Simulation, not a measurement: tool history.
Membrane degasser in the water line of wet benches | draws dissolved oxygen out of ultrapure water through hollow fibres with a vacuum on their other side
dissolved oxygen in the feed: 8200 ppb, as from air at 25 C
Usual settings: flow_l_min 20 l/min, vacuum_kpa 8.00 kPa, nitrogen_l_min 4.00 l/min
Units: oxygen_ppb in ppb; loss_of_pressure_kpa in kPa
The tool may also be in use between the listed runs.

run      day  flow_l_min  vacuum_kpa  nitrogen_l_min  oxygen_ppb  loss_of_pressure_kpa
  1    0.000          20        8.00            4.00        60.5                 62.65
  2    6.583          20        8.00            4.00        61.0                 62.56
  3   12.954          20        5.97            4.00        34.3                 62.10
  4   18.312          31        8.00            4.00       100.2                 96.72
  5   22.550          31        8.00            4.00       100.3                 96.45
  6   29.275          31        8.00            4.00        98.4                 96.80
  7   39.104          31        8.00            4.00        97.7                 96.83
  8   48.288          26        8.00            4.00        80.2                 80.47
  9   56.929          26        8.00            4.00        80.5                 81.14
 10   62.975          26        8.00            4.00        79.1                 80.53
 11   67.054          20        8.00            4.00        61.8                 62.42
 12   76.983          20        8.00            4.00        59.9                 61.97
 13   84.192          20       14.46            4.00       139.9                 62.24
      85.104  -- seals of the vacuum lines changed
 14   91.804          20        8.00            4.00        61.2                 62.10
 15   97.771          20        8.00            1.79       126.1                 62.45
 16  102.192          20       13.39            1.79       262.6                 61.62
 17  111.508          20        5.05            4.00        24.2                 61.58
 18  119.783          12        5.05            4.62        11.7                 37.45
 19  125.025          21        8.42            1.73       146.0                 64.84
 20  132.008          13        9.29            1.73       110.1                 40.10
 21  139.342          20        7.15            3.54        56.5                 62.33
 22  147.921          20       13.41            2.87       167.8                 61.54
 23  152.612          32       19.45            2.87       417.4                 98.52
 24  159.888          17        6.36            4.12        32.6                 52.29
 25  167.321          17        6.36            4.12        33.2                 52.69
 26  173.017          28       11.65            2.99       188.8                 86.52
 27  178.083          24        8.10            1.97       145.0                 74.06
     183.446  -- vacuum gauge calibrated
 28  183.446          20        4.88            6.65        14.1                 61.52
 29  190.150          21        8.00            9.77        27.7                 64.59
     195.988  -- membrane cartridge changed
 30  198.442          21        9.46            5.91        56.8                 65.01
 31  202.671          21       15.43            5.91       106.4                 64.54
 32  209.504          21       13.59            5.00       107.2                 64.37

Hidden state or all else? Some run-to-run changes of loss_of_pressure_kpa, split into what the settings, what came in and random variation would give without the hidden state, and what is left for the hidden state (with any gauge scatter that isn't in both results):
The hidden state here: membrane still open, %; true pressure behind the membrane over the reading, kPa; air that leaks in behind the membrane, l/min; drift of the gauge itself on oxygen_ppb, %; drift of the gauge itself on loss_of_pressure_kpa, %.
Run 3 -> 4: flow_l_min 20 -> 31, vacuum_kpa 5.97 -> 8.00. loss_of_pressure_kpa +34.62 kPa: hidden state +0.00, all else +34.62.
Run 22 -> 23: flow_l_min 20 -> 32, vacuum_kpa 13.41 -> 19.45. loss_of_pressure_kpa +36.98 kPa: hidden state -0.32, all else +37.30.
Run 23 -> 24: flow_l_min 32 -> 17, vacuum_kpa 19.45 -> 6.36, nitrogen_l_min 2.87 -> 4.12. loss_of_pressure_kpa -46.23 kPa: hidden state +0.36, all else -46.59.
Run 25 -> 26: flow_l_min 17 -> 28, vacuum_kpa 6.36 -> 11.65, nitrogen_l_min 4.12 -> 2.99. loss_of_pressure_kpa +33.83 kPa: hidden state -0.35, all else +34.18.
